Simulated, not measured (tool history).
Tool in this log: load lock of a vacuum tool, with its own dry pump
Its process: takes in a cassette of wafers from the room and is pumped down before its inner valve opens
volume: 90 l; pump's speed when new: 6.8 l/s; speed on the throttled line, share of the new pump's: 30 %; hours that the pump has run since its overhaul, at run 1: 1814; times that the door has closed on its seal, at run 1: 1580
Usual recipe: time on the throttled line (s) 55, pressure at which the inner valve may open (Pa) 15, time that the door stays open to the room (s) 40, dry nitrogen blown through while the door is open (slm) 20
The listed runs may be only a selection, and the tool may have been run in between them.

run	hour	time on the throttled line (s)	pressure at which the inner valve may open (Pa)	time that the door stays open to the room (s)	dry nitrogen blown through while the door is open (slm)	hours that the pump has run since its overhaul	times that the door has closed on its seal	incoming humidity of the room's air, %	time from the closed door until the inner valve may open (s)	rise of the pressure with all valves shut (Pa/min)
1	0	55	15	40	20	1814	1580	45.2	155.4	0.022
2	226	55	15	40	20	2040	2096	44.4	155.2	0.024
3	348.6	55	15	40	20	2163	2376	45.4	157.6	0.021
4	554.6	74	15	40	20	2369	2847	44.6	168.7	0.015
5	684	74	19	40	20	2498	3142	43.4	165.9	0.014
6	817.1	55	15	40	4	2632	3446	43.4	155.9	0.028
7	938.4	55	15	40	4	2753	3723	46.6	157.2	0.026
8	1046.9	55	15	40	4	2861	3970	45.8	157.5	0.029
9	1175.7	55	15	40	20	2990	4264	43.2	156.3	0.019
10	1401.4	55	16	40	20	3216	4780	45.9	154.1	0.016
11	1600.1	55	15	40	20	3414	5233	44.3	156.8	0.016
12	1768.7	73	15	40	20	3583	5618	47	168.1	0.022
13	1881.9	44	15	40	20	3696	5877	47.3	147.4	0.021
14	2016.3	55	15	40	12	3831	6184	46.9	154.5	0.023
15	2195	55	15	40	12	4009	6592	44	156.1	0.025
16	2310.2	55	15	40	20	4125	6855	48.2	154.9	0.017
17	2451.9	55	15	40	20	4266	7178	43.4	153.3	0.02
18	2622.2	55	15	40	20	4437	7567	43.8	155.9	0.021
19	2819.3	55	15	40	20	4634	8017	47.8	155.6	0.017
20	2965.3	45	14	125	18	4780	8350	43.5	151.3	0.03
21	3175.8	45	27	125	4	4990	8831	44.6	140.9	0.054
22	3280	45	27	125	4	5094	9069	43.5	140.8	0.048
23	3440.6	45	27	125	4	5255	9436	45.5	141.4	0.055
24	3532	45	19	34	4	5346	9644	44.7	145.6	0.025
25	3678.4	60	30	30	20	5493	9978	44.7	151	0.015
26	3845.9	60	30	30	20	5660	10361	42.1	149.7	0.019
27	4061.8	55	20	167	20	5876	10854	44	151.4	0.035
28	4160.5	55	20	167	20	5975	11079	46.3	152.4	0.041
29	4371.2	55	28	167	11	6186	11560	43.2	147.1	0.05
30	4553.5	90	29	89	5	6368	11976	45.3	171.6	0.046
31	4658.4	90	29	89	5	6473	12216	47.2	170.8	0.048
32	4798.7	35	22	176	20	6613	12536	43.8	136.7	0.031
33	4930.2	35	22	176	20	6745	12836	44	137.4	0.04
34	5104.6	35	22	176	20	6919	13234	45.8	135.7	0.038
35	5268.6	52	15	35	17	7083	13609	44.3	156.3	0.017
36	5457.4	59	15	93	4	7272	14040	46.8	157.5	0.045
37	5606.5	59	15	93	4	7421	14380	45	158.1	0.047

Forecast each of these 3 alternatives for the next run:
A	5831.2	55	24	40	20	7646	14893	43.3	?	?
B	5831.2	38	15	40	20	7646	14893	44.3	?	?
C	5831.2	55	15	187	20	7646	14893	44.9	?	?

run	time from the closed door until the inner valve may open (s)	rise of the pressure with all valves shut (Pa/min)
A	148.4	0.017
B	143.8	0.02
C	154	0.04
Take away the tool's hidden state, keep each run's random variation, and the runs would have read:
run	time from the closed door until the inner valve may open (s)	rise of the pressure with all valves shut (Pa/min)
A	148.4	0.017
B	143.8	0.019
C	154	0.04
